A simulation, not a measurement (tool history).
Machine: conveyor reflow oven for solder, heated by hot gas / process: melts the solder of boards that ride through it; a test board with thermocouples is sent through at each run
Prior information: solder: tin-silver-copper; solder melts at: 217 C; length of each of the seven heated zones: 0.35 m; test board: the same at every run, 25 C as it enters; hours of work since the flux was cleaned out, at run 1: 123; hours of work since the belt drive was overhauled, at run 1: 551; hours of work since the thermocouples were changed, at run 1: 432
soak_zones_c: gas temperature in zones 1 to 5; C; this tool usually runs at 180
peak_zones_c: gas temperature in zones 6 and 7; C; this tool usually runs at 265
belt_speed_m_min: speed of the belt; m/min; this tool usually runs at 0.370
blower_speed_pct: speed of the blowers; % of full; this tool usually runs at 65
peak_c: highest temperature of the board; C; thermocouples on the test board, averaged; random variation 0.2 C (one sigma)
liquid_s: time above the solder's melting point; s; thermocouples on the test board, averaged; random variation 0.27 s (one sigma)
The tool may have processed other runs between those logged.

run   hour  soak_zones_c  peak_zones_c  belt_speed_m_min  blower_speed_pct  hours of work since the flux was cleaned out  hours of work since the belt drive was overhauled  hours of work since the thermocouples were changed  peak_c  liquid_s
  1    0.0           180           265             0.370                65                                           123                                                551                                                 432   247.7      83.0
  2   12.2           180           268             0.370                65                                           130                                                558                                                 440   250.3      85.3
  3   20.1           180           268             0.370                65                                           135                                                563                                                 444   249.8      85.6
  4   29.9           180           268             0.370                65                                           141                                                569                                                 450   250.3      85.5
  5   47.1           180           268             0.370                65                                           152                                                579                                                 461   249.7      85.5
  6   57.3           180           268             0.370                65                                           158                                                585                                                 467   250.0      85.2
  7   66.8           180           268             0.370                65                                           163                                                591                                                 473   249.7      85.4
  8   74.3           180           265             0.379                65                                           168                                                596                                                 477   246.6      79.7
  9   90.3           180           265             0.370                65                                           178                                                605                                                 487   247.0      81.6
 10   98.3           180           265             0.370                65                                           183                                                610                                                 492   246.9      81.6
 11  113.5           184           265             0.370                65                                           192                                                619                                                 501   247.5      85.9
 12  122.2           184           265             0.370                84                                           197                                                625                                                 506   251.8      92.2
 13  139.7           180           265             0.370                65                                           208                                                635                                                 517   246.3      81.6
 14  154.5           180           265             0.370                65                                           217                                                644                                                 526   246.9      81.4
 15  162.9           180           265             0.370                65                                           222                                                649                                                 531   246.4      81.2
 16  174.9           178           264             0.370                65                                           229                                                657                                                 538   245.1      78.0
 17  185.7           180           265             0.410                65                                           236                                                663                                                 545   243.0      67.1
 18  203.1           167           270             0.410                56                                           246                                                674                                                 555   240.0      55.0
     210.9  -- flux residue cleaned out of gas plates and filters
 19  215.8           180           265             0.317                82                                             3                                                678                                                 560   256.1     112.0
 20  233.3           195           265             0.370                65                                            14                                                689                                                 571   251.3      98.5
 21  248.1           195           265             0.370                65                                            23                                                698                                                 580   250.7      98.2

Run 22 is up next; what results do you expect?
 22  258.0           195           265             0.370                65                                            29                                                704                                                 585       ?         ?

{"run 22": {"peak_c": 251.1, "liquid_s": 98.2}}
Had the tool carried no hidden state, the very same run would have given peak_c 252.6 C, liquid_s 98.5 s.
